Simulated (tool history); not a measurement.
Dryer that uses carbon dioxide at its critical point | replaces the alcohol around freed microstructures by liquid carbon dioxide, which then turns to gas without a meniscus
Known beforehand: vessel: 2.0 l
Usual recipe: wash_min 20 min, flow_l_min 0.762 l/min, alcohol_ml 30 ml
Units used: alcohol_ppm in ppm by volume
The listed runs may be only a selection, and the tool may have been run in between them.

run   hour  wash_min  flow_l_min  alcohol_ml  alcohol_ppm
  1    0.0        20       0.762          30           53
  2   15.5        20       0.762          30           50
  3   23.2        20       0.762          30           44
  4   34.0        20       0.762          30           56
  5   46.8        20       0.762          47           71
  6   56.7        20       0.762          47           69
  7   74.3        20       0.762          30           59
  8   85.5        20       0.762          30           48
  9  100.2        20       0.762          30           53
 10  111.7        20       0.762          30           52
 11  120.7        29       0.762          30           25
 12  130.7        20       0.470          81          925
 13  147.8        20       0.470          81          915
 14  159.8        20       0.470          81          934
 15  176.8        20       0.470          81          941
 16  193.0        20       0.470          81          928
 17  207.8        20       0.773          30           49
 18  223.1        20       0.773          30           61
 19  231.3        20       0.773          36           66
 20  238.5        24       0.476          22          133

Each row is a separate what-if for the run after 20, all from the same tool condition, not one after another. Results?
  A  245.7        16       1.104         107            ?
  B  245.7        24       0.476          31            ?
  C  245.7        20       0.762          38            ?
  D  245.7        12       1.132          82            ?

run  alcohol_ppm
  A           87
  B          179
  C           59
  D          238
Had the tool no hidden state, the same runs would have come out as:
run  alcohol_ppm
  A           56
  B          136
  C           32
  D          181
